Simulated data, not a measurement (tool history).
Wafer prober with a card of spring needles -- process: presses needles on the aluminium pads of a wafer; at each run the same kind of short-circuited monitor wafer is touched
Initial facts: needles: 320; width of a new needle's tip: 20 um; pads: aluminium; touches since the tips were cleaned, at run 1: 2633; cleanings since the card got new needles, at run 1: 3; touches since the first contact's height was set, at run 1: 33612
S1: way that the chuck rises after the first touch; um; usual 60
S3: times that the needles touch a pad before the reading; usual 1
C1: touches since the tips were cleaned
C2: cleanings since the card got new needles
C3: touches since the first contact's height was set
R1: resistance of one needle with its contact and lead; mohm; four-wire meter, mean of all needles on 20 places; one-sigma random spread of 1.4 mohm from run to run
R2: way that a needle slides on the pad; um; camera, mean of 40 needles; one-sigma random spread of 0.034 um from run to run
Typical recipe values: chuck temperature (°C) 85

run 1 hour=0 | S1=60 chuck_temperature_(°C)=85 S3=1 | C1=2633 C2=3 C3=33612 | R1=167 R2=15.44
run 2 hour=9 | S1=60 chuck_temperature_(°C)=85 S3=1 | C1=7231 C2=3 C3=38210 | R1=183 R2=15.48
-- hour=12 tips cleaned on abrasive film
run 3 hour=20.3 | S1=60 chuck_temperature_(°C)=85 S3=1 | C1=4228 C2=4 C3=43951 | R1=177 R2=15.45
-- hour=29.2 tips cleaned on abrasive film
run 4 hour=31.8 | S1=51 chuck_temperature_(°C)=85 S3=1 | C1=1341 C2=5 C3=49783 | R1=166 R2=13.11
run 5 hour=38 | S1=51 chuck_temperature_(°C)=85 S3=1 | C1=4493 C2=5 C3=52935 | R1=194 R2=13.07
run 6 hour=43.6 | S1=60 chuck_temperature_(°C)=85 S3=3 | C1=7396 C2=5 C3=55838 | R1=149 R2=15.46
-- hour=46.2 tips cleaned on abrasive film
run 7 hour=49.1 | S1=60 chuck_temperature_(°C)=85 S3=3 | C1=1491 C2=6 C3=58576 | R1=140 R2=15.44
run 8 hour=53.8 | S1=60 chuck_temperature_(°C)=85 S3=2 | C1=3900 C2=6 C3=60985 | R1=155 R2=15.38
-- hour=62.7 tips cleaned on abrasive film
run 9 hour=63 | S1=60 chuck_temperature_(°C)=85 S3=2 | C1=182 C2=7 C3=65645 | R1=136 R2=15.36
run 10 hour=71.9 | S1=60 chuck_temperature_(°C)=85 S3=2 | C1=4709 C2=7 C3=70172 | R1=160 R2=15.36
-- hour=79.5 tips cleaned on abrasive film
run 11 hour=80.3 | S1=60 chuck_temperature_(°C)=85 S3=1 | C1=403 C2=8 C3=74443 | R1=141 R2=15.33
run 12 hour=89.1 | S1=60 chuck_temperature_(°C)=85 S3=1 | C1=4892 C2=8 C3=78932 | R1=178 R2=15.29
-- hour=96.2 tips cleaned on abrasive film
run 13 hour=99.4 | S1=60 chuck_temperature_(°C)=85 S3=1 | C1=1645 C2=9 C3=84144 | R1=158 R2=15.36
run 14 hour=104.9 | S1=60 chuck_temperature_(°C)=85 S3=1 | C1=4461 C2=9 C3=86960 | R1=177 R2=15.36
-- hour=113.2 tips cleaned on abrasive film
run 15 hour=114.5 | S1=60 chuck_temperature_(°C)=103 S3=1 | C1=683 C2=10 C3=91830 | R1=147 R2=15.32
run 16 hour=123.9 | S1=60 chuck_temperature_(°C)=103 S3=2 | C1=5479 C2=10 C3=96626 | R1=165 R2=15.29
-- hour=130.3 tips cleaned on abrasive film
run 17 hour=135.1 | S1=60 chuck_temperature_(°C)=103 S3=2 | C1=2444 C2=11 C3=102321 | R1=154 R2=15.29
run 18 hour=143.1 | S1=43 chuck_temperature_(°C)=68 S3=2 | C1=6518 C2=11 C3=106395 | R1=199 R2=10.85
-- hour=147.4 tips cleaned on abrasive film
run 19 hour=151.6 | S1=72 chuck_temperature_(°C)=59 S3=1 | C1=2137 C2=12 C3=110716 | R1=147 R2=18.37
run 20 hour=158.4 | S1=51 chuck_temperature_(°C)=71 S3=1 | C1=5586 C2=12 C3=114165 | R1=204 R2=12.91
-- hour=164.1 tips cleaned on abrasive film
run 21 hour=165.9 | S1=60 chuck_temperature_(°C)=67 S3=1 | C1=937 C2=13 C3=117989 | R1=145 R2=15.22
run 22 hour=176.7 | S1=68 chuck_temperature_(°C)=85 S3=2 | C1=6431 C2=13 C3=123483 | R1=157 R2=17.27
-- hour=180.6 tips cleaned on abrasive film
run 23 hour=185.5 | S1=69 chuck_temperature_(°C)=35 S3=2 | C1=2472 C2=14 C3=127932 | R1=137 R2=17.51
run 24 hour=196.9 | S1=69 chuck_temperature_(°C)=35 S3=2 | C1=8327 C2=14 C3=133787 | R1=152 R2=17.62
-- hour=198.1 tips cleaned on abrasive film
run 25 hour=202.9 | S1=79 chuck_temperature_(°C)=79 S3=2 | C1=2446 C2=15 C3=136778 | R1=138 R2=20.1
-- hour=209.3 height of the first contact set anew
run 26 hour=210.8 | S1=53 chuck_temperature_(°C)=55 S3=2 | C1=6330 C2=15 C3=749 | R1=170 R2=13.71
-- hour=215.2 tips cleaned on abrasive film
run 27 hour=217.4 | S1=63 chuck_temperature_(°C)=35 S3=3 | C1=1082 C2=16 C3=4076 | R1=129 R2=16.3
run 28 hour=225.1 | S1=60 chuck_temperature_(°C)=101 S3=1 | C1=5054 C2=16 C3=8048 | R1=183 R2=15.55
run 29 hour=231.3 | S1=50 chuck_temperature_(°C)=61 S3=1 | C1=8217 C2=16 C3=11211 | R1=213 R2=12.93
-- hour=232.4 tips cleaned on abrasive film
run 30 hour=239.5 | S1=43 chuck_temperature_(°C)=116 S3=2 | C1=3609 C2=17 C3=15329 | R1=189 R2=11.12
-- hour=248.9 tips cleaned on abrasive film
run 31 hour=248.9 | S1=64 chuck_temperature_(°C)=116 S3=2 | C1=0 C2=18 C3=20130 | R1=135 R2=16.51
run 32 hour=255.6 | S1=42 chuck_temperature_(°C)=51 S3=1 | C1=3416 C2=18 C3=23546 | R1=220 R2=10.81
-- hour=265.7 tips cleaned on abrasive film
run 33 hour=266.1 | S1=74 chuck_temperature_(°C)=121 S3=2 | C1=218 C2=19 C3=28872 | R1=134 R2=19.11

Selected run-to-run steps in R1, each split into two signed amounts: the part the tool would show with no hidden state at all (from settings, incoming material and random variation), and the remainder, which goes to the hidden state together with any gauge scatter not common to the measured and the hidden-state-free results:
Unlogged tool condition in this case: debris on the tips, nm; way that the needles fall short of the set height, um; tips' diameter, um; drift of the gauge itself on contact_mohm, %; drift of the gauge itself on scrub_um, %.
Run 20 -> 21: S1 51 -> 60, chuck temperature (°C) 71 -> 67, tips cleaned on abrasive film. R1 -59 mohm: hidden state -54, all else -5.
Run 31 -> 32: S1 64 -> 42, chuck temperature (°C) 116 -> 51, S3 2 -> 1. R1 +85 mohm: hidden state +84, all else +1.
Run 32 -> 33: S1 42 -> 74, chuck temperature (°C) 51 -> 121, S3 1 -> 2, tips cleaned on abrasive film. R1 -86 mohm: hidden state -83, all else -3.
